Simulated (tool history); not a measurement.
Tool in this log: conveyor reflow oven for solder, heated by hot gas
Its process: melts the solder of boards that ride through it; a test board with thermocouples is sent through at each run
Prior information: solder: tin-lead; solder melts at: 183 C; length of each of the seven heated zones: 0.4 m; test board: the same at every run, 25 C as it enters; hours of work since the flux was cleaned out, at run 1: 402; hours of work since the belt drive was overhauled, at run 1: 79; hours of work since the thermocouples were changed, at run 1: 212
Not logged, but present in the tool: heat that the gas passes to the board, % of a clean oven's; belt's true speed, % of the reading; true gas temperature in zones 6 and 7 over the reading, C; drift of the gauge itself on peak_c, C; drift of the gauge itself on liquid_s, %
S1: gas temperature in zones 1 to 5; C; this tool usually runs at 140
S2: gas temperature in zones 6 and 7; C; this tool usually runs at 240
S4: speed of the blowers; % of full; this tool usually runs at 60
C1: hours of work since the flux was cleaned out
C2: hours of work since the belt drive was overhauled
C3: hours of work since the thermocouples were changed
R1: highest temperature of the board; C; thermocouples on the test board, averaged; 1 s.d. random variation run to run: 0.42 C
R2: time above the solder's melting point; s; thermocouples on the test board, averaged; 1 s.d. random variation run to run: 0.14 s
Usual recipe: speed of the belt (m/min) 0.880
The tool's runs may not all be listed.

Run 1, hour 0.0: usual settings; C1 402; C2 79; C3 212. Result: R1 220.7 C, R2 43.2 s.
At hour 17.2: flux residue cleaned out of gas plates and filters.
Run 2, hour 42.5: usual settings; C1 13; C2 98; C3 232. Result: R1 222.4 C, R2 44.4 s.
Run 3, hour 126.5: usual settings but speed of the belt (m/min) 0.892; C1 58; C2 143; C3 276. Result: R1 222.3 C, R2 43.3 s.
Run 4, hour 179.6: usual settings but speed of the belt (m/min) 0.892; C1 85; C2 170; C3 304. Result: R1 221.3 C, R2 43.4 s.
Run 5, hour 254.7: usual settings but speed of the belt (m/min) 0.892; C1 125; C2 210; C3 343. Result: R1 221.9 C, R2 43.1 s.
Run 6, hour 330.2: usual settings but speed of the belt (m/min) 0.892; C1 165; C2 250; C3 383. Result: R1 221.7 C, R2 43.1 s.
Run 7, hour 367.2: usual settings but S2 246 C, speed of the belt (m/min) 0.892; C1 184; C2 269; C3 402. Result: R1 227.3 C, R2 45.3 s.
Run 8, hour 434.2: usual settings but S1 151 C; C1 219; C2 304; C3 438. Result: R1 223.3 C, R2 47.9 s.
Run 9, hour 494.5: usual settings but S1 151 C; C1 251; C2 336; C3 469. Result: R1 223.0 C, R2 47.8 s.
Run 10, hour 534.9: usual settings but S1 148 C; C1 272; C2 357; C3 491. Result: R1 222.9 C, R2 46.6 s.
Run 11, hour 611.7: usual settings but S1 148 C; C1 313; C2 398; C3 531. Result: R1 222.7 C, R2 46.5 s.
Run 12, hour 669.7: usual settings but S1 148 C; C1 343; C2 428; C3 561. Result: R1 221.7 C, R2 46.6 s.
At hour 715.6: thermocouples of zones 6 and 7 changed.
Run 13, hour 759.8: usual settings but S1 148 C; C1 390; C2 475; C3 23. Result: R1 223.7 C, R2 47.0 s.
At hour 795.5: flux residue cleaned out of gas plates and filters.
Run 14, hour 843.0: usual settings; C1 25; C2 516; C3 64. Result: R1 223.7 C, R2 45.0 s.
Run 15, hour 928.2: usual settings; C1 70; C2 561; C3 109. Result: R1 223.9 C, R2 45.3 s.
Run 16, hour 999.9: usual settings but S2 251 C, speed of the belt (m/min) 1.038; C1 108; C2 598; C3 147. Result: R1 226.6 C, R2 39.4 s.
Run 17, hour 1079.2: usual settings but S1 145 C, S2 230 C, speed of the belt (m/min) 0.780, S4 53 % of full; C1 149; C2 640; C3 189. Result: R1 217.3 C, R2 49.4 s.
Run 18, hour 1129.9: usual settings but S1 145 C, S2 241 C, speed of the belt (m/min) 0.700, S4 53 % of full; C1 176; C2 667; C3 215. Result: R1 229.5 C, R2 62.4 s.
Run 19, hour 1177.3: usual settings but S1 145 C, S2 241 C, speed of the belt (m/min) 0.700, S4 53 % of full; C1 201; C2 692; C3 240. Result: R1 229.3 C, R2 62.3 s.
Run 20, hour 1230.9: usual settings but S1 148 C, S2 242 C, speed of the belt (m/min) 0.904, S4 62 % of full; C1 229; C2 720; C3 268. Result: R1 224.7 C, R2 47.0 s.
At hour 1258.2: belt drive overhauled, speed set with a stopwatch.
Run 21, hour 1319.3: usual settings but S1 148 C, S2 242 C, speed of the belt (m/min) 0.904, S4 62 % of full; C1 273; C2 32; C3 313. Result: R1 224.6 C, R2 45.8 s.
Run 22, hour 1356.6: usual settings but S1 134 C, S2 251 C, speed of the belt (m/min) 0.904, S4 58 % of full; C1 293; C2 52; C3 332. Result: R1 228.9 C, R2 44.2 s.
Run 23, hour 1445.2: usual settings but S1 154 C, S2 251 C; C1 340; C2 98; C3 379. Result: R1 233.6 C, R2 52.5 s.
Run 24, hour 1499.7: usual settings but S1 146 C, S2 239 C, speed of the belt (m/min) 0.926, S4 75 % of full; C1 368; C2 127; C3 408. Result: R1 222.6 C, R2 43.5 s.
Run 25, hour 1558.9: usual settings but S1 146 C, S2 239 C, speed of the belt (m/min) 0.926, S4 75 % of full; C1 399; C2 158; C3 439. Result: R1 222.6 C, R2 43.5 s.
At hour 1577.8: flux residue cleaned out of gas plates and filters.
Run 26, hour 1644.6: usual settings but S1 146 C, S2 239 C, speed of the belt (m/min) 0.926, S4 75 % of full; C1 35; C2 201; C3 481. Result: R1 224.1 C, R2 44.6 s.
Run 27, hour 1729.0: usual settings but S2 238 C, speed of the belt (m/min) 0.729, S4 52 % of full; C1 80; C2 245; C3 526. Result: R1 224.3 C, R2 55.2 s.
Run 28, hour 1771.8: usual settings but S1 139 C; C1 102; C2 268; C3 548. Result: R1 223.1 C, R2 44.0 s.
Run 29, hour 1818.7: usual settings but S1 153 C, speed of the belt (m/min) 0.826; C1 127; C2 292; C3 573. Result: R1 225.8 C, R2 53.0 s.

Branching from run 29: 3 alternative next runs. What would each branch give?
At hour 1843.1: thermocouples of zones 6 and 7 changed.
Run A, hour 1862.5: usual settings but S1 139 C, speed of the belt (m/min) 0.826; C1 149; C2 314; C3 10. Result: R1 ?, R2 ?.
At hour 1843.1: thermocouples of zones 6 and 7 changed.
Run B, hour 1862.5: usual settings but speed of the belt (m/min) 0.768; C1 149; C2 314; C3 10. Result: R1 ?, R2 ?.
At hour 1843.1: thermocouples of zones 6 and 7 changed.
Run C, hour 1862.5: usual settings but S1 153 C, speed of the belt (m/min) 0.712, S4 77 % of full; C1 149; C2 314; C3 10. Result: R1 ?, R2 ?.

run     R1    R2
  A  226.2  48.7
  B  228.0  53.9
  C  234.0  64.7
Take away the tool's hidden state, keep each run's random variation, and the runs would have read:
run     R1    R2
  A  226.3  48.4
  B  228.1  53.5
  C  234.0  64.2
